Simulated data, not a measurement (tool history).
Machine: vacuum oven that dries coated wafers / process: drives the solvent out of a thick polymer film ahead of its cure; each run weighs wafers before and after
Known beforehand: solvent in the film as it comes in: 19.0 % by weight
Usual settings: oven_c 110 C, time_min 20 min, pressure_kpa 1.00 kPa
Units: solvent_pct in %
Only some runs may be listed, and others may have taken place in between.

| run | hour | oven_c | time_min | pressure_kpa | solvent_pct |
|---|---|---|---|---|---|
| 1 | 0.0 | 110 | 20 | 1.00 | 4.80 |
| 2 | 69.0 | 110 | 30 | 1.00 | 2.90 |
| 3 | 120.0 | 110 | 20 | 0.55 | 4.57 |
| 4 | 223.4 | 110 | 20 | 1.00 | 4.82 |
| 5 | 298.6 | 112 | 20 | 1.00 | 4.36 |
|  | 309.1 | vacuum gauge cleaned of residue and calibrated |
| 6 | 417.3 | 112 | 20 | 1.00 | 4.39 |
| 7 | 498.2 | 112 | 20 | 1.00 | 4.46 |
| 8 | 599.0 | 110 | 20 | 1.00 | 4.94 |
| 9 | 672.9 | 100 | 20 | 1.00 | 7.55 |
| 10 | 756.9 | 100 | 28 | 1.33 | 5.99 |
| 11 | 821.5 | 118 | 26 | 1.57 | 2.40 |
|  | 871.4 | vacuum gauge cleaned of residue and calibrated, once more |
| 12 | 901.2 | 98 | 17 | 0.61 | 8.45 |
| 13 | 1016.4 | 118 | 20 | 0.61 | 2.91 |
| 14 | 1095.5 | 103 | 30 | 0.61 | 4.13 |
| 15 | 1209.1 | 107 | 17 | 1.00 | 6.54 |

4 options for the next run, each taken on its own from the tool as it stands now. Forecast them:
| A | 1269.9 | 107 | 17 | 2.53 | ? |
| B | 1269.9 | 110 | 20 | 3.83 | ? |
| C | 1269.9 | 107 | 27 | 3.26 | ? |
| D | 1269.9 | 107 | 23 | 1.00 | ? |

| run | solvent_pct |
|---|---|
| A | 7.27 |
| B | 6.20 |
| C | 5.35 |
| D | 4.89 |
Stripped of hidden state, with their random variation kept, the same runs would have yielded:
| run | solvent_pct |
|---|---|
| A | 7.03 |
| B | 5.96 |
| C | 5.10 |
| D | 4.66 |
